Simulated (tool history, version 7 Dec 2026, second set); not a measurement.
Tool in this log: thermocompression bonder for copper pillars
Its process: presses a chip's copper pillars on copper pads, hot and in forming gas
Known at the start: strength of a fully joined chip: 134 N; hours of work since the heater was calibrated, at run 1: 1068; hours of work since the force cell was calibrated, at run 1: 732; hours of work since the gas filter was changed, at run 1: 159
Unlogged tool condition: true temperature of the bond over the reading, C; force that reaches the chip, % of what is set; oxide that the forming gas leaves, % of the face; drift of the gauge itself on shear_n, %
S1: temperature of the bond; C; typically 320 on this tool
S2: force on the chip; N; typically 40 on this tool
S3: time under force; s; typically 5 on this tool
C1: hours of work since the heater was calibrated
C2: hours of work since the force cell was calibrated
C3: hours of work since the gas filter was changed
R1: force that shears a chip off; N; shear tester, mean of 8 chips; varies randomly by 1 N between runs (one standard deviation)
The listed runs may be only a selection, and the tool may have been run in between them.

{"run": 1, "hour": 0.0, "S1": 320, "S2": 40, "S3": 5, "C1": 1068, "C2": 732, "C3": 159, "R1": 93.5}
{"run": 2, "hour": 29.2, "S1": 320, "S2": 40, "S3": 5, "C1": 1080, "C2": 744, "C3": 171, "R1": 94.7}
{"run": 3, "hour": 56.5, "S1": 320, "S2": 40, "S3": 5, "C1": 1092, "C2": 756, "C3": 183, "R1": 92.5}
{"run": 4, "hour": 88.9, "S1": 320, "S2": 40, "S3": 5, "C1": 1106, "C2": 770, "C3": 197, "R1": 92.1}
{"run": 5, "hour": 121.8, "S1": 320, "S2": 40, "S3": 7, "C1": 1120, "C2": 783, "C3": 211, "R1": 99.6}
{"run": 6, "hour": 164.6, "S1": 320, "S2": 51, "S3": 5, "C1": 1138, "C2": 802, "C3": 229, "R1": 99.9}
{"run": 7, "hour": 210.6, "S1": 320, "S2": 40, "S3": 5, "C1": 1157, "C2": 821, "C3": 248, "R1": 91.4}
{"run": 8, "hour": 259.5, "S1": 320, "S2": 40, "S3": 5, "C1": 1178, "C2": 842, "C3": 269, "R1": 93.6}
{"run": 9, "hour": 292.5, "S1": 320, "S2": 40, "S3": 5, "C1": 1192, "C2": 856, "C3": 283, "R1": 92.1}
{"run": 10, "hour": 322.8, "S1": 320, "S2": 40, "S3": 5, "C1": 1205, "C2": 869, "C3": 296, "R1": 91}
{"run": 11, "hour": 348.0, "S1": 320, "S2": 40, "S3": 5, "C1": 1215, "C2": 879, "C3": 306, "R1": 90.1}
{"run": 12, "hour": 378.6, "S1": 320, "S2": 40, "S3": 5, "C1": 1228, "C2": 892, "C3": 319, "R1": 92.5}
{"run": 13, "hour": 426.9, "S1": 320, "S2": 40, "S3": 5, "C1": 1249, "C2": 913, "C3": 340, "R1": 91.3}
{"run": 14, "hour": 475.3, "S1": 337, "S2": 40, "S3": 5, "C1": 1269, "C2": 933, "C3": 360, "R1": 101.9}
{"run": 15, "hour": 507.4, "S1": 337, "S2": 40, "S3": 5, "C1": 1283, "C2": 947, "C3": 374, "R1": 100.3}
{"run": 16, "hour": 540.6, "S1": 337, "S2": 40, "S3": 5, "C1": 1297, "C2": 961, "C3": 388, "R1": 101.5}
{"hour": 576.8, "done": "heater calibrated with a thermocouple chip"}
{"run": 17, "hour": 588.6, "S1": 337, "S2": 40, "S3": 5, "C1": 5, "C2": 980, "C3": 408, "R1": 104.1}
{"run": 18, "hour": 618.4, "S1": 337, "S2": 40, "S3": 5, "C1": 18, "C2": 993, "C3": 420, "R1": 101.6}
{"hour": 652.5, "done": "forming gas filter changed"}
{"run": 19, "hour": 656.3, "S1": 337, "S2": 39, "S3": 5, "C1": 33, "C2": 1009, "C3": 2, "R1": 111.3}
{"run": 20, "hour": 687.5, "S1": 337, "S2": 39, "S3": 5, "C1": 47, "C2": 1022, "C3": 15, "R1": 111.9}
{"hour": 693.3, "done": "heater calibrated with a thermocouple chip, once more"}
{"run": 21, "hour": 728.4, "S1": 309, "S2": 39, "S3": 3, "C1": 15, "C2": 1039, "C3": 31, "R1": 63.7}
{"run": 22, "hour": 762.9, "S1": 309, "S2": 39, "S3": 3, "C1": 29, "C2": 1053, "C3": 46, "R1": 64}
{"run": 23, "hour": 800.3, "S1": 348, "S2": 50, "S3": 4, "C1": 45, "C2": 1069, "C3": 62, "R1": 109}
{"run": 24, "hour": 833.1, "S1": 348, "S2": 50, "S3": 4, "C1": 59, "C2": 1083, "C3": 76, "R1": 107.1}
{"run": 25, "hour": 854.4, "S1": 348, "S2": 50, "S3": 4, "C1": 68, "C2": 1092, "C3": 85, "R1": 106.7}
{"run": 26, "hour": 890.3, "S1": 324, "S2": 43, "S3": 5, "C1": 83, "C2": 1107, "C3": 100, "R1": 91.6}
{"run": 27, "hour": 921.4, "S1": 304, "S2": 32, "S3": 12, "C1": 97, "C2": 1121, "C3": 113, "R1": 84.8}
{"run": 28, "hour": 946.8, "S1": 304, "S2": 32, "S3": 12, "C1": 107, "C2": 1131, "C3": 124, "R1": 86}
{"run": 29, "hour": 973.9, "S1": 304, "S2": 32, "S3": 12, "C1": 119, "C2": 1143, "C3": 135, "R1": 84}
{"run": 30, "hour": 1014.4, "S1": 304, "S2": 32, "S3": 12, "C1": 136, "C2": 1160, "C3": 153, "R1": 84.7}
{"run": 31, "hour": 1052.6, "S1": 341, "S2": 32, "S3": 12, "C1": 152, "C2": 1176, "C3": 169, "R1": 109.2}
{"run": 32, "hour": 1092.7, "S1": 341, "S2": 32, "S3": 12, "C1": 169, "C2": 1193, "C3": 186, "R1": 111.5}
{"run": 33, "hour": 1121.6, "S1": 311, "S2": 40, "S3": 14, "C1": 182, "C2": 1205, "C3": 198, "R1": 100.4}
{"run": 34, "hour": 1157.5, "S1": 341, "S2": 59, "S3": 14, "C1": 197, "C2": 1221, "C3": 213, "R1": 123.4}
{"run": 35, "hour": 1190.1, "S1": 341, "S2": 59, "S3": 14, "C1": 211, "C2": 1234, "C3": 227, "R1": 125}
{"run": 36, "hour": 1229.5, "S1": 341, "S2": 35, "S3": 3, "C1": 227, "C2": 1251, "C3": 244, "R1": 82.7}
{"run": 37, "hour": 1251.4, "S1": 348, "S2": 56, "S3": 5, "C1": 237, "C2": 1260, "C3": 253, "R1": 111.3}
{"run": 38, "hour": 1295.1, "S1": 320, "S2": 40, "S3": 4, "C1": 255, "C2": 1279, "C3": 272, "R1": 76.7}
{"run": 39, "hour": 1319.5, "S1": 317, "S2": 39, "S3": 9, "C1": 265, "C2": 1289, "C3": 282, "R1": 92.3}
{"run": 40, "hour": 1364.7, "S1": 313, "S2": 51, "S3": 5, "C1": 285, "C2": 1308, "C3": 301, "R1": 84.1}

Some steps in R1 between neighbouring runs. How much of each would the tool show without its hidden state too (settings, what came in, random variation), and how much is left for the hidden state, with any gauge scatter that isn't in both results?
Run 13 -> 14: S1 320 -> 337. R1 +10.6 N: hidden state -2.4, all else +13.
Run 18 -> 19: S2 40 -> 39, forming gas filter changed. R1 +9.7 N: hidden state +9.1, all else +0.6.
Run 20 -> 21: S1 337 -> 309, S3 5 -> 3, heater calibrated with a thermocouple chip, once more. R1 -48.2 N: hidden state -12.3, all else -35.9.
Run 22 -> 23: S1 309 -> 348, S2 39 -> 50, S3 3 -> 4. R1 +45 N: hidden state -0.4, all else +45.4.
Run 35 -> 36: S2 59 -> 35, S3 14 -> 3. R1 -42.3 N: hidden state +0.6, all else -42.9.

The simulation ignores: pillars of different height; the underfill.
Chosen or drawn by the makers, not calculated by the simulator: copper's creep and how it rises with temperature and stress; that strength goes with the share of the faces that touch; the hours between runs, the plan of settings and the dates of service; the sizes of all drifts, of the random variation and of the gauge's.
